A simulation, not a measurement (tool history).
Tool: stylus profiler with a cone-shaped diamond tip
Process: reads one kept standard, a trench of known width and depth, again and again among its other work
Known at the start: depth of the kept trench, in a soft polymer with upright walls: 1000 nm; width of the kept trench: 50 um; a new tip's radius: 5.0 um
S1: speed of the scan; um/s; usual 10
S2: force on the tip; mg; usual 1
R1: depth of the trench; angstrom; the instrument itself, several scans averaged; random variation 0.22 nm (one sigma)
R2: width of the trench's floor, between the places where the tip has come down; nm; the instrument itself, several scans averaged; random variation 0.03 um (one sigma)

run	hour	S1	S2	R1	R2
1	0	10	1	10058.4	43720
2	64.3	10	1	10060.6	43670
3	183	10	1	10068	43650
4	304.5	10	0.53	10052.1	43500
5	394.7	38	1	10072.1	43360
6	505.1	6	1	10077.3	43510
7	626.6	6	1	10080.7	43460
8	717.1	10	1	10084.3	43380
9	803.9	10	1	10084.4	43310
10	910.2	10	1	10092.4	43240
11	985.8	10	1	10092.8	43250
12	1078.4	10	1	10094.5	43240
13	1174.4	10	1	10098.9	43140
# hour 1186.6: height scale calibrated on a step standard
14	1242.2	10	1	10120.6	43070
15	1336.1	2	1	10121.4	43130
16	1415	10	1	10125.6	42960
17	1505.2	10	0.53	10109.8	42890
18	1610.3	10	0.53	10119.4	42830
19	1690.3	10	0.53	10123	42800
20	1763	10	1	10139.4	42820
# hour 1834.7: height scale calibrated on a step standard, once more
21	1847.7	10	1	10044.6	42780
22	1940.1	10	1	10046	42700
23	2008.8	3	0.89	10042.5	42730
24	2086.4	2	1.12	10050.7	42680
25	2212.2	2	1.12	10056.8	42670
26	2334.8	15	2.73	10099.7	42560
27	2412.7	5	1.62	10077.7	42580
28	2496.2	10	2.49	10105.4	42470
29	2548.5	5	0.42	10050.6	42450
30	2647.3	10	1.34	10079.3	42440
31	2700	17	1.39	10081.3	42370
32	2804.6	17	1.39	10090.9	42310
33	2889.3	38	1.25	10086	42170
34	3008.9	10	0.4	10061.9	42240
35	3119.5	7	1.61	10101.1	42280
36	3186.4	6	1.24	10092.7	42190
37	3255.8	7	0.68	10079.7	42190
38	3371.8	21	1.77	10113.4	41980
39	3473.3	8	0.62	10082.6	42000
40	3583.8	15	0.7	10092.3	41900

The same runs without the tool's hidden state, with the same run-to-run variation:
The hidden state here: radius of the tip, um; height scale over the true one, %; drift of the gauge itself on depth_nm, %; drift of the gauge itself on floor_um, %.
run	R1	R2
1	10045.6	43910
2	10045.8	43890
3	10049.2	43930
4	10029.4	43850
5	10046.4	43760
6	10048.1	43970
7	10047.7	43980
8	10048.3	43960
9	10045.6	43930
10	10050.1	43910
11	10048	43960
12	10046.3	44000
13	10047.4	43950
14	10046.7	43920
15	10044.3	44020
16	10045.9	43890
17	10027.4	43870
18	10033.6	43860
19	10034.4	43870
20	10048.3	43930
21	10048	43930
22	10046.5	43890
23	10040.5	43960
24	10046.2	43950
25	10048.5	44000
26	10087.2	43950
27	10062.7	44010
28	10087.2	43930
29	10031	43950
30	10056.2	43980
31	10056.4	43930
32	10062.5	43920
33	10054.9	43810
34	10026.5	43940
35	10062.1	44030
36	10051.6	43970
37	10036.4	44000
38	10065.9	43840
39	10031.7	43910
40	10037.6	43860

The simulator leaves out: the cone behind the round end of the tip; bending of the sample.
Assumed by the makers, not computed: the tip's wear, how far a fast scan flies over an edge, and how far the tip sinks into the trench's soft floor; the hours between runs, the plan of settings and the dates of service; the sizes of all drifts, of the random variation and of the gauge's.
